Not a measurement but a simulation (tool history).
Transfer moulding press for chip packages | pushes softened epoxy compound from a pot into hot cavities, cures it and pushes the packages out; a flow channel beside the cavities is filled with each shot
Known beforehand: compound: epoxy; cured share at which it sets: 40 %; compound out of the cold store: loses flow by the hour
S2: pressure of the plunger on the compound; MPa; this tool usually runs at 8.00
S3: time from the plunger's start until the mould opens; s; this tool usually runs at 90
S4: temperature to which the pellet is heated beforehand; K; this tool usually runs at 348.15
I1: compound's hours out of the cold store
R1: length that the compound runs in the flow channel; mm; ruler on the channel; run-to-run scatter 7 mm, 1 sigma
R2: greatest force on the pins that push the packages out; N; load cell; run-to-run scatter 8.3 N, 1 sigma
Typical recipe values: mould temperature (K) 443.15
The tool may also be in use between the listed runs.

Run 1, hour 0.0: usual settings; I1 43.3. Result: R1 799 mm, R2 360 N.
Run 2, hour 8.9: usual settings; I1 32.6. Result: R1 819 mm, R2 376 N.
Run 3, hour 14.6: usual settings; I1 30.5. Result: R1 832 mm, R2 382 N.
Run 4, hour 22.9: usual settings but S2 6.00 MPa; I1 13.7. Result: R1 738 mm, R2 372 N.
Run 5, hour 28.5: usual settings; I1 47.9. Result: R1 782 mm, R2 363 N.
Run 6, hour 38.0: usual settings; I1 13.5. Result: R1 868 mm, R2 394 N.
Run 7, hour 47.0: usual settings; I1 46.8. Result: R1 789 mm, R2 350 N.
Run 8, hour 55.4: usual settings; I1 14.6. Result: R1 856 mm, R2 380 N.
Run 9, hour 64.0: usual settings; I1 18.0. Result: R1 860 mm, R2 388 N.
Run 10, hour 71.6: usual settings; I1 32.0. Result: R1 824 mm, R2 376 N.
At hour 78.9: plunger's sealing rings changed.
Run 11, hour 83.6: usual settings but S2 7.96 MPa; I1 14.0. Result: R1 871 mm, R2 396 N.
Run 12, hour 88.4: usual settings; I1 39.7. Result: R1 795 mm, R2 375 N.
Run 13, hour 93.4: usual settings; I1 17.1. Result: R1 859 mm, R2 381 N.
Run 14, hour 101.2: usual settings; I1 35.5. Result: R1 821 mm, R2 366 N.
Run 15, hour 109.0: usual settings but mould temperature (K) 445.15, S3 93 s; I1 12.2. Result: R1 853 mm, R2 335 N.
At hour 115.2: cavities cleaned with cleaning compound and waxed.
Run 16, hour 118.4: usual settings but mould temperature (K) 445.15, S2 7.01 MPa, S3 93 s, S4 347.15 K; I1 8.2. Result: R1 835 mm, R2 330 N.
Run 17, hour 125.9: usual settings but mould temperature (K) 438.15, S2 7.01 MPa, S3 93 s, S4 339.15 K; I1 20.1. Result: R1 820 mm, R2 522 N.
Run 18, hour 134.7: usual settings but mould temperature (K) 449.15, S2 9.51 MPa, S3 103 s, S4 340.15 K; I1 10.1. Result: R1 925 mm, R2 271 N.

Run 19, settings as shown, results not yet in. Your forecast:
Run 19, hour 143.6: usual settings but mould temperature (K) 436.15, S4 347.15 K; I1 13.8. Result: R1 ?, R2 ?.

R1: 919 mm
R2: 662 N
On a tool with no hidden condition, and with the same random variation, this run would have come out at R1 919 mm, R2 660 N.
